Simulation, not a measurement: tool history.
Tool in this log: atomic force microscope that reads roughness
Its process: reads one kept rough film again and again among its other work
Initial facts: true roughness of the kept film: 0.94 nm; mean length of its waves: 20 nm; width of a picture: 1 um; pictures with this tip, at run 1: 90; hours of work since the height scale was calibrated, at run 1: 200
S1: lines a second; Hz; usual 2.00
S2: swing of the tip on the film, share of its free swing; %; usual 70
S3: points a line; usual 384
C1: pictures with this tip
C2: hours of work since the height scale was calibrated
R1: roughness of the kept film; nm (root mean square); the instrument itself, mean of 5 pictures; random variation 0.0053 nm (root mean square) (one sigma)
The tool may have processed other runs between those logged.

{"run": 1, "hour": 0.0, "S1": 2.0, "S2": 70, "S3": 384, "C1": 90, "C2": 200, "R1": 0.812}
{"run": 2, "hour": 13.2, "S1": 2.0, "S2": 70, "S3": 384, "C1": 119, "C2": 210, "R1": 0.786}
{"run": 3, "hour": 24.0, "S1": 2.0, "S2": 76, "S3": 384, "C1": 143, "C2": 218, "R1": 0.767}
{"run": 4, "hour": 34.9, "S1": 2.0, "S2": 76, "S3": 384, "C1": 167, "C2": 226, "R1": 0.764}
{"run": 5, "hour": 45.4, "S1": 2.0, "S2": 76, "S3": 384, "C1": 191, "C2": 234, "R1": 0.74}
{"hour": 49.1, "done": "new tip fitted"}
{"run": 6, "hour": 53.9, "S1": 2.0, "S2": 76, "S3": 384, "C1": 11, "C2": 240, "R1": 0.829}
{"run": 7, "hour": 71.0, "S1": 2.0, "S2": 76, "S3": 384, "C1": 49, "C2": 252, "R1": 0.803}
{"run": 8, "hour": 79.9, "S1": 2.0, "S2": 76, "S3": 647, "C1": 68, "C2": 259, "R1": 0.81}
{"run": 9, "hour": 90.3, "S1": 2.0, "S2": 76, "S3": 647, "C1": 92, "C2": 267, "R1": 0.794}
{"run": 10, "hour": 104.1, "S1": 2.0, "S2": 70, "S3": 384, "C1": 122, "C2": 277, "R1": 0.781}
{"run": 11, "hour": 118.9, "S1": 2.0, "S2": 70, "S3": 384, "C1": 155, "C2": 288, "R1": 0.765}
{"run": 12, "hour": 130.6, "S1": 2.14, "S2": 83, "S3": 544, "C1": 181, "C2": 297, "R1": 0.733}
{"hour": 139.0, "done": "new tip fitted"}
{"run": 13, "hour": 147.1, "S1": 2.14, "S2": 83, "S3": 544, "C1": 18, "C2": 308, "R1": 0.818}
{"run": 14, "hour": 158.5, "S1": 0.53, "S2": 83, "S3": 820, "C1": 43, "C2": 317, "R1": 0.84}
{"run": 15, "hour": 174.1, "S1": 3.99, "S2": 62, "S3": 392, "C1": 78, "C2": 329, "R1": 0.809}
{"hour": 176.1, "done": "height scale calibrated on a step standard"}
{"run": 16, "hour": 188.9, "S1": 1.21, "S2": 67, "S3": 387, "C1": 108, "C2": 10, "R1": 0.795}
{"run": 17, "hour": 204.8, "S1": 1.21, "S2": 67, "S3": 387, "C1": 144, "C2": 21, "R1": 0.783}
{"run": 18, "hour": 218.4, "S1": 1.37, "S2": 69, "S3": 387, "C1": 174, "C2": 31, "R1": 0.76}

Run 19 has not been measured yet. What should we expect?
{"hour": 230.0, "done": "new tip fitted"}
{"run": 19, "hour": 235.5, "S1": 0.53, "S2": 85, "S3": 714, "C1": 12, "C2": 44, "R1": "?"}

{"run 19": {"R1": 0.862}}
Minus the tool's unlogged condition, the same run would have read R1 0.869 nm (root mean square).
